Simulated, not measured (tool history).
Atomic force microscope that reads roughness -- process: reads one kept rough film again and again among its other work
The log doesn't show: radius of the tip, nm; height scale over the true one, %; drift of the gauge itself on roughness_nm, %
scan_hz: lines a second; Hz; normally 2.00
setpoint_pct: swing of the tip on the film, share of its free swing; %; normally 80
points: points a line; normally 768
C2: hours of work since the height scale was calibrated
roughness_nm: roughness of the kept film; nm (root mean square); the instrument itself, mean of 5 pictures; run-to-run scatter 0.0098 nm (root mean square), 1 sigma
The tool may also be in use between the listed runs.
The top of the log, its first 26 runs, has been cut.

{"run": 27, "hour": 954.9, "scan_hz": 2.0, "setpoint_pct": 78, "points": 719, "pictures with this tip": 200, "C2": 226, "roughness_nm": 1.723}
{"run": 28, "hour": 1001.4, "scan_hz": 2.0, "setpoint_pct": 83, "points": 639, "pictures with this tip": 303, "C2": 261, "roughness_nm": 1.498}
{"run": 29, "hour": 1024.6, "scan_hz": 2.0, "setpoint_pct": 83, "points": 639, "pictures with this tip": 355, "C2": 279, "roughness_nm": 1.42}
{"hour": 1039.4, "done": "new tip fitted"}
{"run": 30, "hour": 1075.0, "scan_hz": 0.8, "setpoint_pct": 84, "points": 438, "pictures with this tip": 79, "C2": 316, "roughness_nm": 2.099}
{"run": 31, "hour": 1114.7, "scan_hz": 2.0, "setpoint_pct": 55, "points": 681, "pictures with this tip": 167, "C2": 346, "roughness_nm": 1.94}
{"run": 32, "hour": 1163.8, "scan_hz": 2.0, "setpoint_pct": 55, "points": 681, "pictures with this tip": 276, "C2": 384, "roughness_nm": 1.727}
{"run": 33, "hour": 1205.3, "scan_hz": 0.72, "setpoint_pct": 62, "points": 592, "pictures with this tip": 368, "C2": 415, "roughness_nm": 1.6}
{"hour": 1210.7, "done": "new tip fitted"}
{"run": 34, "hour": 1255.9, "scan_hz": 0.72, "setpoint_pct": 62, "points": 592, "pictures with this tip": 101, "C2": 453, "roughness_nm": 2.146}
{"run": 35, "hour": 1303.0, "scan_hz": 2.0, "setpoint_pct": 71, "points": 768, "pictures with this tip": 205, "C2": 489, "roughness_nm": 1.776}
{"run": 36, "hour": 1349.0, "scan_hz": 2.0, "setpoint_pct": 71, "points": 768, "pictures with this tip": 307, "C2": 524, "roughness_nm": 1.59}

Predict each of these 5 candidate next runs independently; none follows another, all start after run 36:
{"hour": 1385.1, "done": "new tip fitted"}
{"run": "A", "hour": 1396.7, "scan_hz": 2.19, "setpoint_pct": 59, "points": 542, "pictures with this tip": 26, "C2": 559, "roughness_nm": "?"}
{"hour": 1385.1, "done": "new tip fitted"}
{"run": "B", "hour": 1396.7, "scan_hz": 1.81, "setpoint_pct": 84, "points": 691, "pictures with this tip": 26, "C2": 559, "roughness_nm": "?"}
{"hour": 1385.1, "done": "new tip fitted"}
{"run": "C", "hour": 1396.7, "scan_hz": 0.83, "setpoint_pct": 58, "points": 356, "pictures with this tip": 26, "C2": 559, "roughness_nm": "?"}
{"hour": 1385.1, "done": "new tip fitted"}
{"run": "D", "hour": 1396.7, "scan_hz": 3.1, "setpoint_pct": 60, "points": 285, "pictures with this tip": 26, "C2": 559, "roughness_nm": "?"}
{"hour": 1385.1, "done": "new tip fitted"}
{"run": "E", "hour": 1396.7, "scan_hz": 1.84, "setpoint_pct": 86, "points": 542, "pictures with this tip": 26, "C2": 559, "roughness_nm": "?"}

run=A roughness_nm=2.302
run=B roughness_nm=2.104
run=C roughness_nm=2.330
run=D roughness_nm=2.219
run=E roughness_nm=2.069
Without the tool's hidden state the same runs would have given:
run=A roughness_nm=2.388
run=B roughness_nm=2.183
run=C roughness_nm=2.417
run=D roughness_nm=2.302
run=E roughness_nm=2.146
